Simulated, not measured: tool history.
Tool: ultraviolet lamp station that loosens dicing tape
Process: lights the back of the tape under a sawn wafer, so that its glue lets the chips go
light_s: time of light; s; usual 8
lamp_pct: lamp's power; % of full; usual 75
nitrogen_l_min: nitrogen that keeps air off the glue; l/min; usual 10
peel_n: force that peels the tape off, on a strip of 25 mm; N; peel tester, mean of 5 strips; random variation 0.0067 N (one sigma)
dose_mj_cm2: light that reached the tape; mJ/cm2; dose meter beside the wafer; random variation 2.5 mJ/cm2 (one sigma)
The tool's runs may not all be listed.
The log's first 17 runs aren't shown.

run,hour,light_s,lamp_pct,nitrogen_l_min,hours of work of the lamp,hours of work since the window was cleaned,peel_n,dose_mj_cm2
18,729,8,75,3,224,26,0.564,275
19,762.6,8,75,3,237,40,0.584,272
20,802.5,8,75,3,254,56,0.571,271
21,847.8,8,75,3,272,75,0.564,268
22,891.9,8,65,10,290,93,0.31,228
23,925.9,8,88,20,304,107,0.189,309
24,967.1,8,88,20,321,124,0.165,307
25,1017.1,8,93,10,342,144,0.197,324
26,1046.8,5,62,9,354,156,0.851,134
27,1072.1,8,81,18,364,167,0.182,280
28,1120.7,7,73,16,384,186,0.261,221
29,1154.2,6,68,17,398,200,0.376,174
30,1184.1,6,61,3,410,212,1.32,156
31,1228.6,6,61,3,428,231,1.396,157
32,1255.8,6,61,3,439,242,1.407,152
33,1302.8,5,76,13,459,261,0.513,156
34,1359.6,6,89,12,482,284,0.3,221
35,1382.8,5,75,14,492,294,0.539,153
36,1414.6,5,75,14,505,307,0.546,153
37,1451.1,13,90,14,520,322,0.155,474
38,1479.1,4,61,6,531,333,1.627,101
39,1507.5,12,83,10,543,345,0.182,400
40,1557.3,8,75,10,563,365,0.293,241
41,1606.9,14,95,17,583,386,0.159,522
42,1651.1,5,70,6,601,404,1.106,138

Forecast each of these 5 alternatives for the next run:
A,1679.6,5,76,4,613,416,?,?
B,1679.6,5,77,18,613,416,?,?
C,1679.6,11,70,4,613,416,?,?
D,1679.6,8,68,10,613,416,?,?
E,1679.6,5,62,8,613,416,?,?

run,peel_n,dose_mj_cm2
A,1.229,146
B,0.482,153
C,0.368,299
D,0.363,213
E,1.099,119
Without the tool's hidden state the same runs would have given:
run,peel_n,dose_mj_cm2
A,0.886,183
B,0.324,190
C,0.251,374
D,0.253,266
E,0.777,149
